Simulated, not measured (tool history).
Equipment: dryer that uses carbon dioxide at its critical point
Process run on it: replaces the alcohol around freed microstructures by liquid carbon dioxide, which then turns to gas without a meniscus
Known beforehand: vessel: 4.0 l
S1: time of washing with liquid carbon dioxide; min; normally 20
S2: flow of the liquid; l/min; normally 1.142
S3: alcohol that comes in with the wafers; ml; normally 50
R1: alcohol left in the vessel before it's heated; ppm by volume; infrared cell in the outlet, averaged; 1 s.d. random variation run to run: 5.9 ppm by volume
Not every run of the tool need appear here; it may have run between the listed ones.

| run | day | S1 | S2 | S3 | R1 |
|---|---|---|---|---|---|
| 1 | 0.000 | 20 | 1.142 | 50 | 409 |
| 2 | 0.642 | 20 | 1.142 | 50 | 414 |
| 3 | 1.550 | 20 | 1.142 | 50 | 414 |
| 4 | 2.796 | 17 | 1.142 | 50 | 632 |
| 5 | 3.833 | 20 | 1.142 | 50 | 442 |
| 6 | 4.975 | 20 | 1.142 | 50 | 453 |
| 7 | 6.042 | 20 | 1.142 | 29 | 349 |
| 8 | 7.012 | 20 | 1.142 | 29 | 345 |
| 9 | 7.854 | 20 | 1.142 | 50 | 464 |
| 10 | 9.067 | 20 | 1.142 | 50 | 498 |
| 11 | 10.033 | 20 | 1.142 | 50 | 486 |
| 12 | 10.683 | 20 | 1.142 | 50 | 505 |
| 13 | 11.392 | 22 | 1.142 | 50 | 408 |
| 14 | 12.442 | 22 | 1.142 | 50 | 416 |
| 15 | 13.975 | 22 | 1.142 | 50 | 426 |
| 16 | 15.267 | 22 | 1.142 | 50 | 436 |
| 17 | 16.658 | 30 | 1.142 | 50 | 269 |
| 18 | 17.762 | 30 | 1.142 | 50 | 288 |
| 19 | 19.088 | 20 | 0.980 | 50 | 784 |
| 20 | 20.054 | 20 | 0.980 | 50 | 799 |
| 21 | 20.975 | 20 | 1.142 | 50 | 583 |
| 22 | 22.038 | 20 | 1.142 | 50 | 599 |
| 23 | 23.025 | 20 | 1.142 | 50 | 603 |
| 24 | 24.188 | 20 | 1.142 | 41 | 556 |
| 25 | 25.083 | 20 | 1.142 | 41 | 558 |
| 26 | 26.233 | 26 | 1.600 | 38 | 268 |
|  | 26.479 | purifier's bed changed |
| 27 | 27.208 | 26 | 1.600 | 38 | 20 |
|  | 28.158 | inlet filter changed |
| 28 | 28.392 | 26 | 1.600 | 38 | 25 |
| 29 | 29.088 | 26 | 1.600 | 51 | 27 |
| 30 | 30.117 | 13 | 0.990 | 26 | 658 |
| 31 | 31.150 | 12 | 1.270 | 88 | 1511 |
| 32 | 32.092 | 12 | 1.920 | 109 | 499 |
| 33 | 33.300 | 13 | 0.850 | 81 | 2920 |

Predict the results of run 34:
| 34 | 34.712 | 30 | 1.450 | 60 | ? |

R1: 48 ppm by volume
Minus the tool's unlogged condition, the same run would have read R1 17 ppm by volume.

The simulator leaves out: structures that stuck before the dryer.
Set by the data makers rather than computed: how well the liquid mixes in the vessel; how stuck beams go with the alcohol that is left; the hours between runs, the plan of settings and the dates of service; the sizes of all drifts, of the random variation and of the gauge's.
